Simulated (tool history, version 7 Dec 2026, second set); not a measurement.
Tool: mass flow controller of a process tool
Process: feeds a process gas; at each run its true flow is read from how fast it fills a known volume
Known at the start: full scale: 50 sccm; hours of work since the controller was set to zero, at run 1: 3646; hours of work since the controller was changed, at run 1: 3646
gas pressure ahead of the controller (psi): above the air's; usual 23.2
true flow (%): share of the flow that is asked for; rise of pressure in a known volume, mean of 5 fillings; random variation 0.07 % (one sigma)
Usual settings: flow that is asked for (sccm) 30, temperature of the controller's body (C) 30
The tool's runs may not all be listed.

run    hour  flow that is asked for (sccm)  gas pressure ahead of the controller (psi)  temperature of the controller's body (C)  hours of work since the controller was set to zero  hours of work since the controller was changed  true flow (%)
  1       0                             30                                        23.2                                        30                                                3646                                            3646          98.34
  2   139.3                             30                                        23.2                                        30                                                3726                                            3726          98.34
  3   248.1                             30                                        23.2                                        30                                                3789                                            3789          98.44
  4   337.5                             30                                        23.2                                        30                                                3840                                            3840          98.47
  5   479.4                             30                                        33.2                                        30                                                3922                                            3922          99.04
  6     572                             30                                        23.6                                        30                                                3975                                            3975          98.48
  7   659.3                             30                                        23.6                                        30                                                4025                                            4025          98.64
  8   726.3                             30                                        23.6                                        30                                                4064                                            4064          98.62
  9   883.3                             30                                        23.6                                        30                                                4154                                            4154          98.68
 10  1018.9                              6                                        23.2                                        30                                                4232                                            4232          97.59
 11  1143.5                             30                                        23.2                                        30                                                4304                                            4304          98.79
 12  1266.2                             10                                        23.2                                        30                                                4374                                            4374          97.83
 13  1355.9                              9                                        23.2                                        30                                                4426                                            4426          97.79
 14    1487                             30                                        23.2                                        30                                                4501                                            4501          99.07
 15  1644.9                             30                                          38                                        30                                                4592                                            4592          99.74
 16  1714.9                             30                                          38                                        30                                                4632                                            4632           99.7
 17  1867.3                             30                                          38                                        30                                                4720                                            4720          99.71
 18  2017.3                             30                                        23.2                                        30                                                4806                                            4806          99.28
 19    2161                             30                                        23.2                                        29                                                4889                                            4889          99.43
 20  2271.4                             30                                        23.2                                        29                                                4952                                            4952          99.41
 21  2407.6                             30                                        23.2                                        29                                                5031                                            5031           99.5
 22  2535.6                              7                                        23.2                                        21                                                5104                                            5104          99.09
 23  2682.2                              7                                        23.2                                        21                                                5189                                            5189          99.14
 24  2782.1                              7                                        23.2                                        21                                                5246                                            5246          99.18
 25  2868.6                             30                                        23.2                                        33                                                5296                                            5296          99.38
 26  2956.8                             30                                        23.2                                        28                                                5347                                            5347          99.83
 27  3057.9                              9                                        28.3                                        23                                                5405                                            5405          99.37
 28  3129.2                             30                                        21.9                                        22                                                5446                                            5446         100.44
 29  3226.6                             21                                        23.2                                        33                                                5502                                            5502          99.14
 30  3293.7                             20                                        25.1                                        30                                                5540                                            5540          99.54
 31  3426.8                             20                                        25.1                                        30                                                5617                                            5617          99.62
 32  3526.2                             20                                        25.1                                        30                                                5674                                            5674          99.61
 33  3677.8                             20                                        25.1                                        23                                                5761                                            5761         100.29
     3824.6  -- gauge calibrated
 34  3824.6                             30                                          37                                        36                                                5846                                            5846          98.37
 35  3894.1                             11                                          37                                        22                                                5886                                            5886          98.46
 36  4003.9                              5                                        23.2                                        30                                                5949                                            5949          96.97
 37  4161.7                              6                                        35.1                                        32                                                6039                                            6039          97.45
 38  4325.9                             30                                        39.7                                        30                                                6134                                            6134           99.2
 39    4428                             21                                        39.2                                        30                                                6193                                            6193          98.77
 40  4580.8                             48                                        29.6                                        30                                                6280                                            6280          99.89

The same runs without the tool's hidden state, with the same run-to-run variation:
The hidden state here: flow at rest that the sensor doesn't see, % of full scale; true flow over the shown one, %; drift of the gauge itself on true_pct, %.
run  true flow (%)
  1          98.34
  2          98.28
  3          98.33
  4          98.31
  5          98.81
  6          98.21
  7          98.33
  8          98.27
  9          98.25
 10          97.08
 11          98.23
 12          97.21
 13          97.12
 14          98.35
 15          98.93
 16          98.86
 17          98.79
 18           98.3
 19          98.38
 20           98.3
 21          98.33
 22          97.83
 23          97.81
 24           97.8
 25          97.98
 26          98.38
 27          97.86
 28           98.9
 29          97.57
 30          97.93
 31          97.95
 32          97.89
 33          98.48
 34          98.38
 35          98.42
 36          96.84
 37          97.26
 38          98.96
 39          98.48
 40          99.53
